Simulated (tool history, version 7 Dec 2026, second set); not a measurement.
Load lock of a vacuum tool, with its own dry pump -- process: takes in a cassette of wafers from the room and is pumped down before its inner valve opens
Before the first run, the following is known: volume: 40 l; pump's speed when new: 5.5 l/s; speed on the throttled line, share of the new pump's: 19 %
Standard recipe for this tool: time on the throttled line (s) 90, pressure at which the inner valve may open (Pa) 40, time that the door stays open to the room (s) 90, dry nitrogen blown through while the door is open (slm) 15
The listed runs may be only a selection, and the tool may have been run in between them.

run,day,time on the throttled line (s),pressure at which the inner valve may open (Pa),time that the door stays open to the room (s),dry nitrogen blown through while the door is open (slm),"incoming humidity of the room's air, %",time from the closed door until the inner valve may open (s),rise of the pressure with all valves shut (Pa/min)
1,0,90,40,90,15,45.3,130.9,0.05
2,13.158,90,40,90,15,44,132.2,0.051
3,26.646,90,40,90,15,43.2,132.2,0.053
4,37.65,90,40,90,15,45.2,132.6,0.057
5,52.225,90,40,90,15,43.9,132.3,0.061
6,59.054,90,40,90,15,44.2,132.3,0.062
7,71.158,90,40,90,15,45.9,132.6,0.065
8,81.85,90,40,90,15,45,133,0.065
9,93.946,90,79,90,15,45.2,127.1,0.071
10,109.267,90,79,90,15,47.7,129.1,0.077
11,120.071,90,58,90,15,42.8,130,0.075
12,133.358,90,58,90,15,41.9,130.4,0.074
13,142.621,90,40,90,15,44.2,133.3,0.08
14,154.212,90,58,90,15,45.4,130.3,0.081
15,167.612,90,40,37,15,42.4,134,0.064
16,174.321,90,40,90,15,49.8,133.9,0.093
17,181.167,90,40,230,7,43.6,133.8,0.143
18,192.558,90,40,68,15,45.1,134.3,0.082
19,198.975,90,40,68,15,47.9,133.9,0.087
20,212.962,145,52,38,20,44.8,175.8,0.071
21,222.338,145,52,38,20,43.9,177.3,0.078
22,229.742,90,56,188,44,42.5,133,0.102
23,239.712,178,56,203,5,42.4,200.9,0.152
24,251.271,90,40,90,6,47.4,135.1,0.127
25,259.546,90,40,90,6,47.3,135.3,0.127
# day 262.817: dry pump taken out, an overhauled one fitted
26,270.954,76,71,49,13,45.1,113.6,0.101
27,281.45,90,51,90,6,45.1,128.3,0.124
28,292.033,79,40,90,11,43,122.2,0.116
29,305.246,115,40,44,13,43.5,150.7,0.107
30,314.808,162,51,90,15,40,187.2,0.12
31,326.429,62,40,90,15,42.9,108.1,0.13
32,333.938,62,40,90,15,47,108.5,0.132

Branching from run 32: 5 alternative next runs. What would each branch give?
A,341.471,62,67,90,35,40,?,?
B,341.471,90,40,108,15,48,?,?
C,341.471,70,40,117,19,43.8,?,?
D,341.471,46,40,204,15,44.5,?,?
E,341.471,73,75,90,16,47.1,?,?

run,time from the closed door until the inner valve may open (s),rise of the pressure with all valves shut (Pa/min)
A,104.3,0.115
B,131.3,0.142
C,115.2,0.142
D,95.4,0.164
E,111.4,0.137
Without the tool's hidden state the same runs would have given:
run,time from the closed door until the inner valve may open (s),rise of the pressure with all valves shut (Pa/min)
A,103.7,0.025
B,130.7,0.051
C,114.4,0.05
D,94.7,0.075
E,110.8,0.045
